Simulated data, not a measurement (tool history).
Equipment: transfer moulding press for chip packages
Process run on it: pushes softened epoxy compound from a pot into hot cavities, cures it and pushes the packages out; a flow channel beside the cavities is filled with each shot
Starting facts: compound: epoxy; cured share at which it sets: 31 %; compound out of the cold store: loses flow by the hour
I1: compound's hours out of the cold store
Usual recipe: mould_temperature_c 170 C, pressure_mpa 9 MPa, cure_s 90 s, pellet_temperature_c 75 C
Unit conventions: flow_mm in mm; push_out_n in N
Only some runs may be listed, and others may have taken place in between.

run 1 hour=0 | mould_temperature_c=170 pressure_mpa=9 cure_s=90 pellet_temperature_c=75 | I1=13.3 | flow_mm=570 push_out_n=498
-- hour=8.6 cavities cleaned with cleaning compound and waxed
run 2 hour=9 | mould_temperature_c=175 pressure_mpa=9 cure_s=90 pellet_temperature_c=75 | I1=38.1 | flow_mm=482 push_out_n=242
run 3 hour=19 | mould_temperature_c=170 pressure_mpa=9 cure_s=90 pellet_temperature_c=75 | I1=43.1 | flow_mm=483 push_out_n=312
run 4 hour=24.2 | mould_temperature_c=170 pressure_mpa=9 cure_s=90 pellet_temperature_c=75 | I1=9.3 | flow_mm=574 push_out_n=352
run 5 hour=36.7 | mould_temperature_c=170 pressure_mpa=9 cure_s=90 pellet_temperature_c=75 | I1=47.4 | flow_mm=461 push_out_n=361
run 6 hour=49 | mould_temperature_c=170 pressure_mpa=9 cure_s=103 pellet_temperature_c=75 | I1=27.6 | flow_mm=520 push_out_n=328
run 7 hour=54.8 | mould_temperature_c=170 pressure_mpa=9 cure_s=103 pellet_temperature_c=75 | I1=17.3 | flow_mm=548 push_out_n=369
run 8 hour=66.9 | mould_temperature_c=170 pressure_mpa=7.72 cure_s=103 pellet_temperature_c=75 | I1=41.3 | flow_mm=445 push_out_n=363
run 9 hour=73.1 | mould_temperature_c=170 pressure_mpa=7.72 cure_s=103 pellet_temperature_c=75 | I1=29.4 | flow_mm=477 push_out_n=380
run 10 hour=84.4 | mould_temperature_c=170 pressure_mpa=7.72 cure_s=103 pellet_temperature_c=75 | I1=10 | flow_mm=530 push_out_n=413
run 11 hour=94 | mould_temperature_c=169 pressure_mpa=7.72 cure_s=103 pellet_temperature_c=75 | I1=18.4 | flow_mm=509 push_out_n=402

Run 12 has not been measured yet. What should we expect?
run 12 hour=102.9 | mould_temperature_c=169 pressure_mpa=7.72 cure_s=103 pellet_temperature_c=75 | I1=47.6 | flow_mm=? push_out_n=?

{"run 12": {"flow_mm": 435, "push_out_n": 402}}
Take away the tool's hidden state, keep the run-to-run variation as it was, and the same run would have given flow_mm 450 mm, push_out_n 252 N.
